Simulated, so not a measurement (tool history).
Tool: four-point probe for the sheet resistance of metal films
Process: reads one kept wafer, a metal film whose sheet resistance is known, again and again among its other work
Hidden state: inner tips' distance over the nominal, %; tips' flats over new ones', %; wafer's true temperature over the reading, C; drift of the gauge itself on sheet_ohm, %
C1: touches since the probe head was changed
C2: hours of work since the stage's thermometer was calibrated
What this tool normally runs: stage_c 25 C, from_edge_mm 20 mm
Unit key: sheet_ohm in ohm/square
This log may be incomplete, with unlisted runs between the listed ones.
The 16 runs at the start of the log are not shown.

Run 17, hour 1336.6: usual settings but stage_c 22 C; C1 31632; C2 848. Result: sheet_ohm 0.945348 ohm/square.
Run 18, hour 1435.1: usual settings but stage_c 22 C; C1 35737; C2 906. Result: sheet_ohm 0.945882 ohm/square.
Run 19, hour 1519.8: usual settings but stage_c 22 C; C1 39269; C2 956. Result: sheet_ohm 0.946499 ohm/square.
Run 20, hour 1595.8: usual settings but stage_c 34 C; C1 42441; C2 1000. Result: sheet_ohm 0.946182 ohm/square.
Run 21, hour 1669.1: usual settings but stage_c 34 C; C1 45497; C2 1043. Result: sheet_ohm 0.946367 ohm/square.
Run 22, hour 1784.9: usual settings but stage_c 34 C; C1 50325; C2 1112. Result: sheet_ohm 0.946961 ohm/square.
Run 23, hour 1839.4: usual settings but stage_c 24 C; C1 52597; C2 1144. Result: sheet_ohm 0.948579 ohm/square.
Run 24, hour 1922.7: usual settings but stage_c 24 C; C1 56069; C2 1193. Result: sheet_ohm 0.949423 ohm/square.
Run 25, hour 2018.3: usual settings but stage_c 28 C, from_edge_mm 6 mm; C1 60055; C2 1249. Result: sheet_ohm 0.953036 ohm/square.
Run 26, hour 2086.8: usual settings but stage_c 29 C, from_edge_mm 4 mm; C1 62911; C2 1289. Result: sheet_ohm 0.957779 ohm/square.
Run 27, hour 2139.7: usual settings but stage_c 24 C, from_edge_mm 16 mm; C1 65119; C2 1320. Result: sheet_ohm 0.951152 ohm/square.
At hour 2183.9: new probe head fitted.
Run 28, hour 2243.2: usual settings but stage_c 34 C, from_edge_mm 58 mm; C1 2474; C2 1381. Result: sheet_ohm 0.933927 ohm/square.

Predict the results of run 29:
Run 29, hour 2314.1: usual settings but stage_c 20 C, from_edge_mm 5 mm; C1 5428; C2 1422. Result: sheet_ohm ?.

sheet_ohm: 0.941074 ohm/square
Take away the tool's hidden state, keep the run-to-run variation as it was, and the same run would have given sheet_ohm 0.940590 ohm/square.
